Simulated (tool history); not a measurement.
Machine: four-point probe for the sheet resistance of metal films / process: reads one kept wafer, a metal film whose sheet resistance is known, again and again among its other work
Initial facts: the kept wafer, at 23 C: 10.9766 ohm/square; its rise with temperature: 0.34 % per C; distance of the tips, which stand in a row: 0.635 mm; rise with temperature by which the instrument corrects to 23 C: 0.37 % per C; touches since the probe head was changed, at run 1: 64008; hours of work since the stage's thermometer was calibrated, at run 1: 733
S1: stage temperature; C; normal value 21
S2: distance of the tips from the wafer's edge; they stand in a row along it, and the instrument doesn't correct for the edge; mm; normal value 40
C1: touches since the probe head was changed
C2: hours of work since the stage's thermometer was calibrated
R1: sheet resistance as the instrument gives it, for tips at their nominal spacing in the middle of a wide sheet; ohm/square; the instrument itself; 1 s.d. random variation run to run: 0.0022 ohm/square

{"run": 1, "hour": 0.0, "S1": 21, "S2": 40, "C1": 64008, "C2": 733, "R1": 11.016585}
{"run": 2, "hour": 18.5, "S1": 21, "S2": 40, "C1": 64946, "C2": 745, "R1": 11.016467}
{"run": 3, "hour": 37.7, "S1": 21, "S2": 19, "C1": 65924, "C2": 759, "R1": 11.019576}
{"run": 4, "hour": 59.9, "S1": 21, "S2": 19, "C1": 67054, "C2": 774, "R1": 11.024734}
{"run": 5, "hour": 79.8, "S1": 21, "S2": 53, "C1": 68062, "C2": 787, "R1": 11.020001}
{"run": 6, "hour": 98.1, "S1": 21, "S2": 53, "C1": 68992, "C2": 800, "R1": 11.019353}
{"run": 7, "hour": 114.8, "S1": 21, "S2": 53, "C1": 69841, "C2": 811, "R1": 11.016957}
{"run": 8, "hour": 142.7, "S1": 21, "S2": 40, "C1": 71260, "C2": 831, "R1": 11.016819}
{"run": 9, "hour": 160.4, "S1": 21, "S2": 40, "C1": 72160, "C2": 843, "R1": 11.023528}
{"run": 10, "hour": 172.3, "S1": 21, "S2": 40, "C1": 72764, "C2": 851, "R1": 11.018961}
{"run": 11, "hour": 199.1, "S1": 21, "S2": 8, "C1": 74129, "C2": 869, "R1": 11.057276}
{"run": 12, "hour": 219.0, "S1": 21, "S2": 8, "C1": 75137, "C2": 883, "R1": 11.057558}
{"run": 13, "hour": 244.2, "S1": 21, "S2": 40, "C1": 76420, "C2": 900, "R1": 11.023884}
{"run": 14, "hour": 269.2, "S1": 21, "S2": 40, "C1": 77689, "C2": 918, "R1": 11.022614}
{"run": 15, "hour": 285.8, "S1": 27, "S2": 40, "C1": 78532, "C2": 929, "R1": 11.006321}
{"run": 16, "hour": 302.7, "S1": 27, "S2": 40, "C1": 79393, "C2": 941, "R1": 11.00344}
{"run": 17, "hour": 321.3, "S1": 27, "S2": 40, "C1": 80337, "C2": 953, "R1": 11.008276}
{"run": 18, "hour": 334.2, "S1": 27, "S2": 40, "C1": 80994, "C2": 962, "R1": 11.005085}
{"run": 19, "hour": 352.3, "S1": 22, "S2": 40, "C1": 81913, "C2": 975, "R1": 11.023362}
{"run": 20, "hour": 364.3, "S1": 22, "S2": 40, "C1": 82520, "C2": 983, "R1": 11.022055}
{"run": 21, "hour": 379.6, "S1": 22, "S2": 33, "C1": 83302, "C2": 993, "R1": 11.020262}
{"run": 22, "hour": 408.2, "S1": 21, "S2": 40, "C1": 84756, "C2": 1013, "R1": 11.026662}
{"run": 23, "hour": 433.1, "S1": 23, "S2": 22, "C1": 86020, "C2": 1030, "R1": 11.024028}
{"run": 24, "hour": 459.7, "S1": 20, "S2": 4, "C1": 87370, "C2": 1048, "R1": 11.171501}
{"run": 25, "hour": 474.6, "S1": 20, "S2": 4, "C1": 88129, "C2": 1059, "R1": 11.178536}
{"run": 26, "hour": 499.6, "S1": 20, "S2": 4, "C1": 89397, "C2": 1076, "R1": 11.17738}
{"run": 27, "hour": 514.6, "S1": 21, "S2": 74, "C1": 90163, "C2": 1086, "R1": 11.028346}
{"run": 28, "hour": 537.6, "S1": 21, "S2": 8, "C1": 91332, "C2": 1102, "R1": 11.068045}
{"run": 29, "hour": 550.4, "S1": 23, "S2": 3, "C1": 91981, "C2": 1111, "R1": 11.282151}
{"run": 30, "hour": 572.3, "S1": 27, "S2": 8, "C1": 93095, "C2": 1126, "R1": 11.045015}
{"run": 31, "hour": 595.0, "S1": 32, "S2": 12, "C1": 94250, "C2": 1141, "R1": 11.016356}
{"run": 32, "hour": 621.0, "S1": 22, "S2": 31, "C1": 95568, "C2": 1159, "R1": 11.031525}
{"hour": 624.3, "done": "new probe head fitted"}
{"run": 33, "hour": 646.5, "S1": 18, "S2": 15, "C1": 1128, "C2": 1176, "R1": 11.006216}
{"run": 34, "hour": 673.9, "S1": 31, "S2": 15, "C1": 2520, "C2": 1195, "R1": 10.965143}
{"run": 35, "hour": 698.2, "S1": 31, "S2": 15, "C1": 3754, "C2": 1212, "R1": 10.965197}
{"run": 36, "hour": 711.4, "S1": 22, "S2": 71, "C1": 4428, "C2": 1221, "R1": 10.982774}
{"run": 37, "hour": 724.8, "S1": 22, "S2": 71, "C1": 5105, "C2": 1230, "R1": 10.985738}
{"run": 38, "hour": 740.5, "S1": 22, "S2": 10, "C1": 5904, "C2": 1241, "R1": 11.00796}
{"run": 39, "hour": 758.7, "S1": 30, "S2": 66, "C1": 6828, "C2": 1253, "R1": 10.957734}
{"run": 40, "hour": 777.0, "S1": 30, "S2": 5, "C1": 7761, "C2": 1266, "R1": 11.054517}
{"run": 41, "hour": 802.0, "S1": 30, "S2": 5, "C1": 9029, "C2": 1283, "R1": 11.060992}
{"run": 42, "hour": 826.7, "S1": 30, "S2": 4, "C1": 10289, "C2": 1300, "R1": 11.111851}
{"run": 43, "hour": 850.3, "S1": 30, "S2": 4, "C1": 11486, "C2": 1316, "R1": 11.109125}
{"run": 44, "hour": 871.9, "S1": 21, "S2": 14, "C1": 12585, "C2": 1331, "R1": 10.999914}

Hidden state or all else? Some run-to-run changes of R1, split into what the settings, what came in and random variation would give without the hidden state, and what is left for the hidden state (with any gauge scatter that isn't in both results):
Hidden state present: inner tips' distance over the nominal, %; tips' flats over new ones', %; wafer's true temperature over the reading, C; drift of the gauge itself on sheet_ohm, %.
Run 26 -> 27: S1 20 -> 21, S2 4 -> 74. R1 -0.149034 ohm/square: hidden state -0.000184, all else -0.14885.
Run 28 -> 29: S1 21 -> 23, S2 8 -> 3. R1 +0.214106 ohm/square: hidden state +0.001144, all else +0.212962.
Run 29 -> 30: S1 23 -> 27, S2 3 -> 8. R1 -0.237136 ohm/square: hidden state -0.000205, all else -0.236931.
Run 32 -> 33: S1 22 -> 18, S2 31 -> 15, new probe head fitted. R1 -0.025309 ohm/square: hidden state -0.045577, all else +0.020268.
Run 33 -> 34: S1 18 -> 31. R1 -0.041073 ohm/square: hidden state +0.001018, all else -0.042091.
